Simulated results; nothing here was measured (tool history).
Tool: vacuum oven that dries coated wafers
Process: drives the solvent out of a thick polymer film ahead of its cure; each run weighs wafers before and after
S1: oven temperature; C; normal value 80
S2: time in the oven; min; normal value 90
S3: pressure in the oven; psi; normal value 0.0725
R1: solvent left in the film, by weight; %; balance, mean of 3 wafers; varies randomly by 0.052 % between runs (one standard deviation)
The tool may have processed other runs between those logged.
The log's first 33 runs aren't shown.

Run 34, hour 660.1: usual settings but S1 71 C, S2 71 min, S3 0.0951 psi. Result: R1 5.51 %.
Run 35, hour 671.5: usual settings but S1 71 C, S2 58 min, S3 0.0587 psi. Result: R1 6.57 %.
Run 36, hour 694.8: usual settings but S1 69 C, S2 76 min, S3 0.0473 psi. Result: R1 5.55 %.
Run 37, hour 713.5: usual settings but S1 69 C, S2 76 min, S3 0.0473 psi. Result: R1 5.61 %.
Run 38, hour 741.2: usual settings but S1 82 C, S2 47 min, S3 0.0573 psi. Result: R1 4.26 %.
Run 39, hour 756.7: usual settings but S1 82 C, S2 47 min, S3 0.0573 psi. Result: R1 4.11 %.
Run 40, hour 774.3: usual settings but S1 82 C, S2 66 min, S3 0.0573 psi. Result: R1 2.63 %.
Run 41, hour 800.1: usual settings but S1 78 C, S2 112 min, S3 0.1168 psi. Result: R1 1.92 %.
Run 42, hour 818.8: usual settings but S1 78 C, S2 112 min, S3 0.1168 psi. Result: R1 1.97 %.
Run 43, hour 839.9: usual settings but S1 78 C, S2 112 min, S3 0.1168 psi. Result: R1 2.04 %.
Run 44, hour 864.9: usual settings but S1 93 C, S2 97 min, S3 0.1168 psi. Result: R1 0.70 %.
Run 45, hour 884.3: usual settings but S1 94 C, S2 160 min, S3 0.2235 psi. Result: R1 0.86 %.

What does the tool deliver on the next run?
Run 46, hour 906.4: usual settings but S1 71 C, S2 160 min, S3 0.0444 psi. Result: R1 ?.

Logged for run 46: R1 1.85 %.
Take away the tool's hidden state, keep the run-to-run variation as it was, and the same run would have given R1 1.08 %.
